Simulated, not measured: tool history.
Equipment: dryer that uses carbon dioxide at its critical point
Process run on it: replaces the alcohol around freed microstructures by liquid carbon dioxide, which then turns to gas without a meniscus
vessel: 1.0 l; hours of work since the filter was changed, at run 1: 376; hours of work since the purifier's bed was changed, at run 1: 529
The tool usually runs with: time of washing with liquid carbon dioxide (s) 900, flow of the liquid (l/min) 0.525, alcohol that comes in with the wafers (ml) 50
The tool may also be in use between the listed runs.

run,day,time of washing with liquid carbon dioxide (s),flow of the liquid (l/min),alcohol that comes in with the wafers (ml),hours of work since the filter was changed,hours of work since the purifier's bed was changed,alcohol left in the vessel before it's heated (ppm by volume)
1,0,900,0.525,50,376,529,162
2,1.612,900,0.695,50,392,544,107
3,2.888,900,0.695,50,405,557,116
4,4.346,900,0.441,50,419,571,298
# day 5.008: inlet filter changed
5,7.029,900,0.441,50,20,597,196
6,8.333,900,0.441,50,33,610,209
7,10.388,900,0.525,22,53,630,128
8,11.696,900,0.657,22,66,643,128
9,13.538,1260,0.657,22,84,661,131
10,15.746,1260,0.657,22,105,683,136
11,17.033,900,0.525,50,118,695,172
# day 18.167: purifier's bed changed
12,18.571,900,0.525,50,132,4,34
13,20.533,900,0.525,50,151,23,33

Estimate the outcome of run 14 from the log above:
14,21.983,900,0.525,50,165,37,?

Logged for run 14: alcohol left in the vessel before it's heated (ppm by volume) 41.
With no hidden state in the tool, this same run would have given alcohol left in the vessel before it's heated (ppm by volume) 23.
